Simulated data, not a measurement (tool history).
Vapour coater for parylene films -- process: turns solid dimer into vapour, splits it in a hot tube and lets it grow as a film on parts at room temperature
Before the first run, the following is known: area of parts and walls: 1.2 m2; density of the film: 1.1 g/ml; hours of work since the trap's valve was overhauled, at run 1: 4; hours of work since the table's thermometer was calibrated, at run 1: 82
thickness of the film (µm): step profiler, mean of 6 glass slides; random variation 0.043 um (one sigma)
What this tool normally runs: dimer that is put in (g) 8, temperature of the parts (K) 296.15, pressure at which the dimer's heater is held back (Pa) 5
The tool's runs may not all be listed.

run     day  dimer that is put in (g)  temperature of the parts (K)  pressure at which the dimer's heater is held back (Pa)  hours of work since the trap's valve was overhauled  hours of work since the table's thermometer was calibrated  thickness of the film (µm)
  1       0                         8                        296.15                                                       5                                                    4                                                          82                        4.71
  2   0.979                         8                        296.15                                                       5                                                   17                                                          95                        4.67
  3   2.471                         8                        296.15                                                       5                                                   37                                                         116                        4.58
  4   3.971                         8                        296.15                                                       5                                                   58                                                         136                        4.65
  5   5.146                         8                        294.15                                                       5                                                   74                                                         152                         4.9
  6   6.012                         4                        296.15                                                       5                                                   86                                                         164                        2.33
  7   7.508                         4                        296.15                                                       5                                                  106                                                         185                        2.25
  8   8.567                         4                        296.15                                                       5                                                  121                                                         199                        2.27
  9   9.967                         8                        296.15                                                       5                                                  140                                                         218                        4.55
 10  10.842                         8                        296.15                                                    2.28                                                  152                                                         230                        5.07
 11  11.588                         8                        296.15                                                    9.66                                                  162                                                         240                        4.16
 12  12.254                         8                        296.15                                                    9.66                                                  171                                                         250                        4.14
 13  12.896                         8                        296.15                                                    9.66                                                  180                                                         258                        4.13
 14  14.433                         8                        296.15                                                    9.66                                                  201                                                         279                        4.11
 15  15.892                         8                        290.15                                                    9.66                                                  221                                                         299                        4.79
 16    17.4                         8                        290.15                                                    9.66                                                  242                                                         320                        4.74
 17   18.45                         8                        290.15                                                    9.66                                                  256                                                         334                        4.73
 18  19.658                         8                        290.15                                                    9.66                                                  273                                                         351                        4.65
 19  20.671                         8                        290.15                                                    9.66                                                  287                                                         365                        4.66
 20  21.804                         8                        296.15                                                       5                                                  302                                                         380                        4.39
 21  22.888                         8                        296.15                                                       5                                                  317                                                         395                         4.4
 22  23.525                         8                        296.15                                                       5                                                  326                                                         404                        4.36
 23  24.767                         8                        296.15                                                       5                                                  343                                                         421                        4.32
 24   25.95                         8                        296.15                                                       5                                                  359                                                         437                        4.35
 25  27.233                         8                        294.15                                                    2.95                                                  376                                                         455                        4.83
 26  28.146                         4                        294.15                                                    9.92                                                  389                                                         467                        2.04
     29.379  -- trap's valve overhauled
 27  29.662                         4                        290.15                                                    8.15                                                    4                                                         486                         2.2
 28  30.879                         4                        290.15                                                    8.15                                                   21                                                         502                        2.12
 29  31.838                         8                        296.15                                                    2.41                                                   34                                                         515                        4.33
 30  33.142                         3                        296.15                                                    11.5                                                   51                                                         533                        1.31
 31  34.112                         3                        296.15                                                    11.5                                                   65                                                         547                        1.27
 32  35.388                        10                        299.15                                                    2.29                                                   82                                                         564                        4.99
 33  36.383                         4                        297.15                                                       5                                                   96                                                         578                        1.91
 34  37.067                         4                        297.15                                                       5                                                  105                                                         587                        1.86
     37.692  -- trap's valve overhauled, once more
 35  38.179                         4                        297.15                                                       5                                                    7                                                         600                         2.3
 36  39.025                        10                        297.15                                                     2.1                                                   18                                                         612                        6.56
 37    40.3                         8                        298.15                                                    4.93                                                   36                                                         629                        4.52
 38  41.038                        10                        298.15                                                    2.86                                                   46                                                         639                        5.96
 39  41.996                         4                        288.15                                                    2.95                                                   59                                                         652                        2.92
 40  43.225                         9                        296.15                                                       5                                                   76                                                         669                        5.27
 41  44.725                         4                        307.15                                                    7.08                                                   96                                                         690                        1.62
 42  45.879                         4                        296.15                                                   11.53                                                  112                                                         705                        2.04
 43  47.242                         5                        299.15                                                    9.51                                                  131                                                         724                        2.41
 44  48.138                         5                        305.15                                                    2.12                                                  143                                                         736                        2.55
 45  48.846                         3                        297.15                                                    2.73                                                  153                                                         746                        1.84
 46  49.558                        14                        292.15                                                    4.65                                                  163                                                         756                        8.85
 47  50.546                        14                        292.15                                                    3.34                                                  176                                                         769                        9.35

4 options for the next run, each taken on its own from the tool as it stands now. Forecast them:
  A  51.942                        13                        298.15                                                    6.46                                                  195                                                         788                           ?
  B  51.942                         8                        301.15                                                    9.03                                                  195                                                         788                           ?
  C  51.942                         6                        301.15                                                       5                                                  195                                                         788                           ?
  D  51.942                         7                        298.15                                                    4.64                                                  195                                                         788                           ?

run  thickness of the film (µm)
  A                        6.72
  B                        3.67
  C                        2.98
  D                        3.75
Stripped of hidden state, with their random variation kept, the same runs would have yielded:
run  thickness of the film (µm)
  A                        7.03
  B                        3.85
  C                        3.12
  D                        3.93
